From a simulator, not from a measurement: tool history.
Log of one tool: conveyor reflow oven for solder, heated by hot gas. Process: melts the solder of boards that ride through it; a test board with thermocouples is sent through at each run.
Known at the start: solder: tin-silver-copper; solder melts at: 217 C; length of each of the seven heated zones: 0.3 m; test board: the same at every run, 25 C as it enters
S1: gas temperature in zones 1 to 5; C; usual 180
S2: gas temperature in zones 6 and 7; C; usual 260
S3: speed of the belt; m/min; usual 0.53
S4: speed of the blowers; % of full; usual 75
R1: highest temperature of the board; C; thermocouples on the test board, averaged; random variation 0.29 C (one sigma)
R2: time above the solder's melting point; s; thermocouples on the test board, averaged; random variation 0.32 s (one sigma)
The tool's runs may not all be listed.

run     day   S1   S2     S3  S4     R1    R2
  1       0  180  260   0.53  75  248.9  50.8
  2   1.554  180  260   0.53  75  248.5  51.7
  3   3.304  180  260   0.53  75  248.2  51.4
  4   4.058  184  260   0.53  75  249.3  52.8
  5   5.175  180  260  0.559  75    247  46.6
      5.904  -- flux residue cleaned out of gas plates and filters
  6   6.279  180  260  0.559  75  250.5  49.4
  7   7.883  180  260  0.527  75  251.3    54
  8   9.446  180  260  0.527  75  251.6  53.7
  9  10.842  180  260  0.527  75  251.1    54
 10  11.879  180  260  0.527  75    251    53
 11  12.846  180  254   0.53  75  245.8  49.8
 12  13.717  180  254   0.53  75  245.9  49.3
 13  14.567  180  254   0.53  75  246.2  50.2
 14  16.362  180  254   0.53  75  245.4  50.2
 15  17.767  180  254   0.53  75  245.6  49.7
 16  19.354  181  269  0.434  88  265.1  75.8
 17  20.862  173  260    0.6  64  243.7  38.2
 18  22.462  173  260    0.6  64  243.5  37.6
 19  23.642  173  260    0.6  64  243.6    38
 20  25.417  173  260  0.456  59  251.3  59.8
 21  26.692  180  254   0.53  50  241.6  44.3
 22  27.646  187  250   0.53  50  238.9  45.5
 23  28.833  195  267   0.53  50    255  60.8
 24  29.642  195  267   0.53  50  254.9  61.3
     29.875  -- thermocouples of zones 6 and 7 changed
 25  31.462  195  267   0.53  50  251.5    58
 26  32.917  168  267   0.53  60  248.4  46.1
 27  34.508  187  260   0.53  75  247.3  53.6
     35.979  -- flux residue cleaned out of gas plates and filters
 28  36.575  187  260   0.53  60  247.8  54.8
 29  37.958  175  260   0.53  67  247.7  49.2
 30  39.625  180  260   0.53  62  247.8    51

Some steps in R1 between neighbouring runs. How much of each would the tool show without its hidden state too (settings, what came in, random variation), and how much is left for the hidden state, with any gauge scatter that isn't in both results?
The hidden state here: heat that the gas passes to the board, % of a clean oven's; belt's true speed, % of the reading; true gas temperature in zones 6 and 7 over the reading, C; drift of the gauge itself on peak_c, C; drift of the gauge itself on liquid_s, %.
Run 5 -> 6: flux residue cleaned out of gas plates and filters. R1 +3.5 C: hidden state +3, all else +0.5.
Run 15 -> 16: S1 180 -> 181, S2 254 -> 269, S3 0.53 -> 0.434, S4 75 -> 88. R1 +19.5 C: hidden state +0.3, all else +19.2.
Run 16 -> 17: S1 181 -> 173, S2 269 -> 260, S3 0.434 -> 0.6, S4 88 -> 64. R1 -21.4 C: hidden state -1, all else -20.4.
Run 22 -> 23: S1 187 -> 195, S2 250 -> 267. R1 +16.1 C: hidden state -0.1, all else +16.2.
Run 24 -> 25: thermocouples of zones 6 and 7 changed. R1 -3.4 C: hidden state -3.8, all else +0.4.
Run 27 -> 28: S4 75 -> 60, flux residue cleaned out of gas plates and filters. R1 +0.5 C: hidden state +2.9, all else -2.4.

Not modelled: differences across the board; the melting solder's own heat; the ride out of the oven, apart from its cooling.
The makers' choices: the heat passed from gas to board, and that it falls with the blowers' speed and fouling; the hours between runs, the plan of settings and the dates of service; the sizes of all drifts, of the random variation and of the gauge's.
